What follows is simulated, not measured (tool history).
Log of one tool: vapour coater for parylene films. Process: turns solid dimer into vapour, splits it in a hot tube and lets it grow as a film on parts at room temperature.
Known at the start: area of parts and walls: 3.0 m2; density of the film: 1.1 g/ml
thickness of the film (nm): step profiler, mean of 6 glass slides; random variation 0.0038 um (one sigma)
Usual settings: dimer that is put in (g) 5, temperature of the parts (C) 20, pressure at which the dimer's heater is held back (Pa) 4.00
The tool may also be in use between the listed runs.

run,hour,dimer that is put in (g),temperature of the parts (C),pressure at which the dimer's heater is held back (Pa),thickness of the film (nm)
1,0.0,5,20,4.00,1099
2,76.2,5,20,4.00,1083
# hour 121.9: trap's valve overhauled
3,157.5,5,20,4.00,1127
4,206.6,5,20,4.00,1110
5,274.0,5,20,4.00,1109
6,347.6,5,20,4.00,1099
7,396.2,5,20,4.00,1083
8,440.4,5,20,4.00,1081
9,494.9,5,20,4.00,1068
# hour 537.3: trap's valve overhauled
10,560.6,5,20,4.00,1123
11,646.7,5,20,4.00,1110
12,726.2,5,20,4.00,1105
13,814.5,5,20,4.00,1084
# hour 827.2: table's thermometer calibrated
14,861.4,5,20,4.00,1083
15,926.4,5,20,4.00,1074
# hour 956.5: trap's valve overhauled
16,1006.1,5,20,4.89,1077
# hour 1030.4: table's thermometer calibrated, once more
17,1089.2,7,20,4.00,1578
18,1177.7,7,20,4.00,1554
19,1247.4,7,20,4.00,1543
20,1287.4,7,20,4.00,1532
21,1335.8,7,20,4.00,1519
# hour 1375.3: trap's valve overhauled
22,1398.5,6,20,4.00,1362
23,1450.1,6,31,10.94,882
24,1532.0,3,18,4.00,698
25,1591.2,6,24,4.97,1177
26,1654.2,7,16,6.36,1513
27,1731.3,7,16,6.36,1507
# hour 1790.1: trap's valve overhauled
28,1790.1,4,12,6.43,970
29,1830.4,4,23,6.43,771
30,1892.5,6,20,4.00,1347
31,1982.2,3,16,7.14,639
32,2071.2,3,16,7.14,636
33,2124.5,5,18,3.66,1154
34,2172.8,5,15,3.18,1254
# hour 2208.4: trap's valve overhauled
35,2238.3,8,15,4.00,1999
36,2279.2,8,15,4.00,1979
37,2327.9,8,15,4.00,1974
38,2413.9,8,15,4.00,1958
39,2468.0,8,21,8.78,1459
40,2521.9,4,31,4.00,699
41,2567.2,4,31,4.00,695
42,2616.1,5,30,4.00,880
# hour 2627.0: trap's valve overhauled
43,2686.0,7,13,7.03,1617
44,2751.0,4,15,6.41,896

4 ways to go on from here, each from the tool as it stands after run 44. What would each give?
A,2837.3,5,20,4.00,?
B,2837.3,2,15,6.41,?
C,2837.3,5,16,3.84,?
D,2837.3,5,13,3.15,?

run,thickness of the film (nm)
A,1099
B,440
C,1206
D,1336
Without the tool's hidden state the same runs would have given:
run,thickness of the film (nm)
A,1146
B,459
C,1257
D,1393
